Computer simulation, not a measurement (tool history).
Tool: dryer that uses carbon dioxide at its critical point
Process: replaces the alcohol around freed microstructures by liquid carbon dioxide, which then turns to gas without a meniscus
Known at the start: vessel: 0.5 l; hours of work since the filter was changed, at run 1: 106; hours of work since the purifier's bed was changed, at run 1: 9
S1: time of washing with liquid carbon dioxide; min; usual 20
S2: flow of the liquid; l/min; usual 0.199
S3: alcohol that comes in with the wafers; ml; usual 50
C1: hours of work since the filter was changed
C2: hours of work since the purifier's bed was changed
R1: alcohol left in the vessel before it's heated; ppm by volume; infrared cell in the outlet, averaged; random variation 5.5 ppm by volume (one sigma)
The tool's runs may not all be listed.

run	day	S1	S2	S3	C1	C2	R1
1	0.000	20	0.199	50	106	9	166
2	0.204	20	0.199	50	109	11	167
3	0.421	20	0.199	50	111	13	167
4	0.846	20	0.199	50	116	18	173
5	1.067	20	0.199	50	118	20	170
6	1.325	20	0.199	50	121	23	170
7	1.762	20	0.199	50	126	28	181
8	2.196	20	0.222	50	131	33	90
9	2.500	17	0.199	50	134	36	436
10	2.804	20	0.199	50	137	40	175
11	3.171	20	0.221	50	141	44	108
12	3.383	20	0.221	50	144	46	97
13	3.746	13	0.199	50	148	50	1540
14	4.192	20	0.199	115	153	55	387
15	4.688	20	0.199	115	158	60	382
16	5.033	24	0.159	43	162	64	189
17	5.271	30	0.181	77	165	67	35

The next listed run, before its measurement:
18	5.558	18	0.179	77	168	70	?

{"run 18": {"R1": 875}}
Without the tool's hidden state the same run would have given R1 791 ppm by volume.

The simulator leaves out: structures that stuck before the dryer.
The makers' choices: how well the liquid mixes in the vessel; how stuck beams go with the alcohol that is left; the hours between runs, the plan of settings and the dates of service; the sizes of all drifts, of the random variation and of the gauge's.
